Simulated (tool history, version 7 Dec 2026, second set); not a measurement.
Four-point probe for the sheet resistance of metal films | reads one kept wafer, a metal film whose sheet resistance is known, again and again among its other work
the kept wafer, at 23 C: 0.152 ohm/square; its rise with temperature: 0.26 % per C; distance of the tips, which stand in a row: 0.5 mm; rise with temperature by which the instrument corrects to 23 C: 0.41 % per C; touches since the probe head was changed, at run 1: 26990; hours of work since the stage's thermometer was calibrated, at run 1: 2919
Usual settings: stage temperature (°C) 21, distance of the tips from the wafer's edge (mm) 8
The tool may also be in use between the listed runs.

| run | hour | stage temperature (°C) | distance of the tips from the wafer's edge (mm) | touches since the probe head was changed | hours of work since the stage's thermometer was calibrated | sheet resistance as the instrument gives it (ohm/square) |
|---|---|---|---|---|---|---|
| 1 | 0 | 21 | 8 | 26990 | 2919 | 0.152815 |
|  | 67.8 | stage's thermometer calibrated |
| 2 | 99.6 | 21 | 8 | 29424 | 18 | 0.152776 |
| 3 | 219.8 | 21 | 8 | 32375 | 86 | 0.152813 |
| 4 | 339.9 | 21 | 8 | 35326 | 154 | 0.152783 |
| 5 | 482.6 | 21 | 8 | 38829 | 235 | 0.152755 |
| 6 | 560.6 | 21 | 8 | 40744 | 279 | 0.152811 |
| 7 | 660.8 | 26 | 8 | 43204 | 336 | 0.151564 |
| 8 | 728.3 | 26 | 8 | 44863 | 374 | 0.151684 |
| 9 | 815.9 | 26 | 8 | 47015 | 424 | 0.151588 |
| 10 | 952.1 | 21 | 8 | 50359 | 501 | 0.152775 |
| 11 | 1077.5 | 21 | 51 | 53439 | 572 | 0.152451 |
| 12 | 1159.7 | 21 | 11 | 55458 | 619 | 0.152599 |
| 13 | 1244 | 31 | 9 | 57527 | 667 | 0.150408 |
| 14 | 1344.1 | 31 | 9 | 59984 | 723 | 0.150491 |

Run 15 comes next. What will it give?
| 15 | 1448.8 | 31 | 9 | 62557 | 783 | ? |

{"run 15": {"sheet resistance as the instrument gives it (ohm/square)": 0.150366}}
Without the tool's hidden state the same run would have given sheet resistance as the instrument gives it (ohm/square) 0.150378.
